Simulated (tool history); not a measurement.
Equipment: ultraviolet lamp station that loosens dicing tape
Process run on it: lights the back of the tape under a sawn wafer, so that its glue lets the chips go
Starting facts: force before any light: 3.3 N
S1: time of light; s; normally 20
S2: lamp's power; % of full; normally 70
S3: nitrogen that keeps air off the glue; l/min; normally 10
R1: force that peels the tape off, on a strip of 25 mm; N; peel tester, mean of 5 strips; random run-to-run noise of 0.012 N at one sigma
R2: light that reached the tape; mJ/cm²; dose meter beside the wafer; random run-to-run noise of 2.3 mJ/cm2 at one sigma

run 1 hour=0 | S1=20 S2=70 S3=10 | R1=0.638 R2=212
run 2 hour=40.4 | S1=20 S2=68 S3=10 | R1=0.685 R2=202
run 3 hour=98.3 | S1=20 S2=70 S3=10 | R1=0.653 R2=205
run 4 hour=162.7 | S1=20 S2=70 S3=10 | R1=0.661 R2=198
run 5 hour=227.6 | S1=20 S2=70 S3=10 | R1=0.692 R2=194
run 6 hour=277.8 | S1=38 S2=70 S3=10 | R1=0.284 R2=363
run 7 hour=345.4 | S1=20 S2=70 S3=10 | R1=0.767 R2=187
run 8 hour=431.7 | S1=20 S2=70 S3=10 | R1=0.802 R2=181
run 9 hour=483.7 | S1=20 S2=70 S3=10 | R1=0.796 R2=177
run 10 hour=541.2 | S1=20 S2=70 S3=10 | R1=0.762 R2=187
run 11 hour=613.7 | S1=20 S2=70 S3=10 | R1=0.762 R2=178
run 12 hour=661.6 | S1=20 S2=66 S3=10 | R1=0.86 R2=162
run 13 hour=726.3 | S1=31 S2=70 S3=10 | R1=0.48 R2=265
run 14 hour=804 | S1=16 S2=80 S3=10 | R1=0.956 R2=151
run 15 hour=873 | S1=12 S2=96 S3=6 | R1=1.322 R2=132
run 16 hour=940 | S1=12 S2=96 S3=6 | R1=1.393 R2=126
run 17 hour=996.3 | S1=12 S2=96 S3=6 | R1=1.385 R2=121
run 18 hour=1080.3 | S1=12 S2=96 S3=6 | R1=1.443 R2=119
run 19 hour=1142.5 | S1=24 S2=86 S3=16 | R1=0.53 R2=208
run 20 hour=1182.2 | S1=20 S2=86 S3=4 | R1=1.255 R2=172
run 21 hour=1233.5 | S1=28 S2=89 S3=10 | R1=0.544 R2=234
run 22 hour=1309.3 | S1=11 S2=69 S3=4 | R1=1.585 R2=119
run 23 hour=1378.9 | S1=11 S2=67 S3=4 | R1=1.607 R2=124
run 24 hour=1443.1 | S1=11 S2=67 S3=4 | R1=1.641 R2=121
run 25 hour=1494.4 | S1=39 S2=73 S3=8 | R1=0.26 R2=457

Put back what was entered between runs (3 entries, withheld): which listed runs does each sit between, and how does the hidden state differ from the listed run before to the listed run after?
Between runs 9 and 10: window cleaned of glue's vapour (hour 520.7)
  lamp's light, % of a new lamp's: 78.2 -> 76.7; light that the window lets through, % of a clean one's: 94 -> 99.8
  measured less the result without the state, R1: +0.274 -> +0.235 N; R2: -63 -> -57 mJ/cm²
Between runs 21 and 22: lamp changed (hour 1295.1)
  lamp's light, % of a new lamp's: 58.9 -> 99.1; light that the window lets through, % of a clean one's: 94.9 -> 94.4
  measured less the result without the state, R1: +0.298 -> +0.076 N; R2: -187 -> -8 mJ/cm²
Between runs 22 and 23: window cleaned of glue's vapour (hour 1332.1)
  lamp's light, % of a new lamp's: 99.1 -> 97.3; light that the window lets through, % of a clean one's: 94.4 -> 99.1
  measured less the result without the state, R1: +0.076 -> +0.041 N; R2: -8 -> -4 mJ/cm²
